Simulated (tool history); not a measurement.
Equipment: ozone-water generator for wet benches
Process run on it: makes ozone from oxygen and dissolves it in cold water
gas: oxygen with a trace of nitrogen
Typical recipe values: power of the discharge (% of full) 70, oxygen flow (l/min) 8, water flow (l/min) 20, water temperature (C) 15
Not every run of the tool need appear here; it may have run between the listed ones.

run,hour,power of the discharge (% of full),oxygen flow (l/min),water flow (l/min),water temperature (C),dissolved ozone (ppm),ozone in the gas ahead of the water (g/m3)
1,0,70,8,20,15,20.8,210.6
2,48.2,70,8,30,15,13.6,210.6
3,98.4,70,8,30,15,13.2,209.8
4,141.7,70,8,20,17,19.4,210.1
5,193.1,70,8,20,17,19.6,209.1
6,230.6,70,8,20,17,19.3,210.8
7,282.3,70,8,20,17,19.5,207.2
8,310.7,70,8,20,17,19.2,209.2
9,346,70,8,20,17,19.6,208.7
10,384.3,70,8,20,17,19.5,207.1
11,428.8,70,8,20,17,19.2,206.5
12,474.7,70,9.19,20,17,19.3,196.3
13,520.1,70,9.19,20,17,19.4,196.5
14,554.6,70,9.19,20,17,19.6,197.8
15,584.3,70,8,20,15,19.7,208.4
16,609,47,11.19,23,22,12.4,145
17,658.3,47,11.19,29,22,10,144.5
18,693.2,61,8,20,8,20.4,190.9
19,742.8,82,8,32,8,14.1,224.1
20,787.7,70,4.74,20,15,18,252.3
21,824.1,66,10.9,30,11,13.8,177.6
22,874,66,10.9,30,11,13.8,175.6
23,912.9,66,6.05,30,11,11.8,219.1
24,936.1,55,10.1,14,13,24.4,164.9
25,985.7,55,10.1,14,13,23.9,164
26,1010.3,55,10.1,16,13,21.5,162.7
27,1050.8,70,4.22,16,10,24,258
28,1082.9,40,4.22,16,10,17.4,191.6
29,1111,40,4.22,15,11,18.2,192.5
30,1155.9,40,4.22,15,11,18.4,189.2

4 options for the next run, each taken on its own from the tool as it stands now. Forecast them:
# hour 1210.8: contactor cleaned
A,1210.8,57,4.73,14,15,?,?
# hour 1210.8: contactor cleaned
B,1210.8,49,4.22,15,11,?,?
# hour 1210.8: contactor cleaned
C,1210.8,40,4.22,26,11,?,?
# hour 1210.8: contactor cleaned
D,1210.8,93,6.62,32,11,?,?

run,dissolved ozone (ppm),ozone in the gas ahead of the water (g/m3)
A,24.8,219.9
B,22.8,212.2
C,10.7,190.6
D,15.2,255.2
With the hidden condition removed and each run's random variation left untouched, the same runs would have given:
run,dissolved ozone (ppm),ozone in the gas ahead of the water (g/m3)
A,27.4,240.2
B,24.9,229.7
C,11.5,204.1
D,17.2,286.5
